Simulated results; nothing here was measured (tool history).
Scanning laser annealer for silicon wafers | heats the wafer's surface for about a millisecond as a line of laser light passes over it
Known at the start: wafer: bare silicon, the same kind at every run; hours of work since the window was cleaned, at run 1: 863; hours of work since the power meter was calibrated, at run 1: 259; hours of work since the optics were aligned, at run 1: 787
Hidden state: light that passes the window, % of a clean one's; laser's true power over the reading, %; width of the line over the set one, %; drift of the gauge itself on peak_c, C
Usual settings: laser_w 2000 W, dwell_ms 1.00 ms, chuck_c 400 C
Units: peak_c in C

run	hour	laser_w	dwell_ms	chuck_c	hours of work since the window was cleaned	hours of work since the power meter was calibrated	hours of work since the optics were aligned	peak_c
1	0.0	2000	1.00	400	863	259	787	1133
2	11.1	2000	1.00	400	869	266	794	1130
3	25.9	2000	1.00	400	878	275	803	1128
4	38.2	2000	1.00	400	886	282	810	1130
# hour 57.4: window over the wafer cleaned
5	62.8	2143	1.00	400	3	296	824	1195
6	76.6	2025	1.00	400	12	304	832	1137
7	89.3	2000	0.97	400	19	312	840	1120
8	104.5	2000	1.00	438	28	321	849	1169
9	122.8	2000	1.00	438	39	332	860	1166
10	144.5	2000	1.00	400	52	345	873	1132
11	162.4	2000	1.00	400	63	356	884	1133
12	182.9	2000	1.00	400	75	368	896	1130
13	197.3	2000	0.87	400	84	377	905	1080
14	210.4	2000	1.00	400	92	385	913	1133
15	232.1	1843	1.00	400	105	398	926	1064
16	254.6	1843	1.00	400	119	411	939	1067
17	275.2	1843	1.00	400	131	424	952	1066
18	294.6	1843	1.00	400	143	435	963	1067
19	313.7	2000	1.19	400	154	447	975	1197
20	330.2	2000	1.00	430	164	457	985	1158
21	343.6	2000	1.00	373	172	465	993	1102
22	355.2	1768	1.00	398	179	472	1000	1032
23	376.7	1768	1.00	398	192	485	1013	1033
24	392.6	1768	1.00	398	201	494	1022	1029
25	414.4	1930	1.12	391	215	507	1035	1130
26	424.5	2170	0.79	427	221	513	1041	1143
27	441.3	2060	1.06	427	231	523	1052	1208
28	454.2	2103	1.06	404	238	531	1059	1205
29	464.0	2103	1.09	370	244	537	1065	1181
30	481.4	1997	0.84	381	255	547	1076	1050
31	496.0	1872	1.08	400	264	556	1084	1105
32	505.1	1872	1.08	400	269	562	1090	1104
# hour 515.8: optics aligned, line set to its width
33	523.0	1872	1.08	400	277	569	4	1104
34	543.9	1821	1.00	429	289	582	17	1085
35	564.2	1857	1.00	400	302	594	29	1071
36	585.2	2107	1.00	361	314	607	42	1139
37	596.1	2107	1.00	361	321	613	48	1140
38	612.7	2107	1.00	361	331	623	58	1137
39	628.6	2116	0.86	423	340	633	68	1146
40	638.1	2116	1.05	430	346	639	73	1230

3 ways to go on from here, each from the tool as it stands after run 40. What would each give?
A	649.1	1917	1.19	400	353	645	80	?
B	649.1	1777	1.08	380	353	645	80	?
C	649.1	2000	0.78	395	353	645	80	?

run	peak_c
A	1157
B	1041
C	1040
Without the tool's hidden state the same runs would have given:
run	peak_c
A	1157
B	1041
C	1040
